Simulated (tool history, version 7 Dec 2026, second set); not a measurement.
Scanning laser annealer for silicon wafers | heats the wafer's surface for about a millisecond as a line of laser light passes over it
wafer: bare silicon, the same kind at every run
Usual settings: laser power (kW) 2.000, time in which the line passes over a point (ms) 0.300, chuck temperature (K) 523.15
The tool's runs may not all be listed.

| run | hour | laser power (kW) | time in which the line passes over a point (ms) | chuck temperature (K) | highest temperature of the surface (K) |
|---|---|---|---|---|---|
| 1 | 0.0 | 2.000 | 0.300 | 523.15 | 1273.15 |
| 2 | 25.2 | 2.000 | 0.300 | 523.15 | 1267.15 |
| 3 | 50.9 | 2.000 | 0.300 | 523.15 | 1270.15 |
| 4 | 88.5 | 2.000 | 0.300 | 523.15 | 1260.15 |
| 5 | 119.6 | 2.000 | 0.300 | 523.15 | 1263.15 |
| 6 | 154.8 | 1.756 | 0.300 | 523.15 | 1158.15 |
| 7 | 183.4 | 2.000 | 0.300 | 523.15 | 1255.15 |
| 8 | 212.5 | 2.000 | 0.300 | 523.15 | 1255.15 |
| 9 | 244.3 | 2.000 | 0.300 | 523.15 | 1249.15 |
| 10 | 273.6 | 2.000 | 0.300 | 523.15 | 1252.15 |
| 11 | 298.2 | 2.000 | 0.300 | 488.15 | 1210.15 |
| 12 | 329.2 | 1.757 | 0.224 | 540.15 | 1069.15 |
| 13 | 348.4 | 1.757 | 0.224 | 540.15 | 1072.15 |
| 14 | 383.9 | 2.000 | 0.268 | 512.15 | 1187.15 |
| 15 | 418.5 | 2.000 | 0.268 | 512.15 | 1186.15 |
| 16 | 446.0 | 2.000 | 0.268 | 512.15 | 1180.15 |
| 17 | 464.1 | 2.130 | 0.238 | 559.15 | 1229.15 |
| 18 | 488.6 | 2.000 | 0.291 | 512.15 | 1208.15 |
| 19 | 506.9 | 2.161 | 0.213 | 512.15 | 1146.15 |
|  | 537.0 | window over the wafer cleaned |
| 20 | 545.4 | 2.161 | 0.213 | 512.15 | 1182.15 |
| 21 | 582.6 | 2.161 | 0.213 | 512.15 | 1175.15 |
| 22 | 615.0 | 2.000 | 0.254 | 528.15 | 1202.15 |

5 ways to go on from here, each from the tool as it stands after run 22. What would each give?
| A | 644.7 | 2.165 | 0.350 | 528.15 | ? |
| B | 644.7 | 2.000 | 0.325 | 546.15 | ? |
| C | 644.7 | 2.000 | 0.227 | 545.15 | ? |
| D | 644.7 | 2.000 | 0.305 | 523.15 | ? |
| E | 644.7 | 2.046 | 0.254 | 528.15 | ? |

| run | highest temperature of the surface (K) |
|---|---|
| A | 1407.15 |
| B | 1317.15 |
| C | 1176.15 |
| D | 1267.15 |
| E | 1214.15 |
Without the tool's hidden state the same runs would have given:
| run | highest temperature of the surface (K) |
|---|---|
| A | 1422.15 |
| B | 1329.15 |
| C | 1186.15 |
| D | 1279.15 |
| E | 1225.15 |
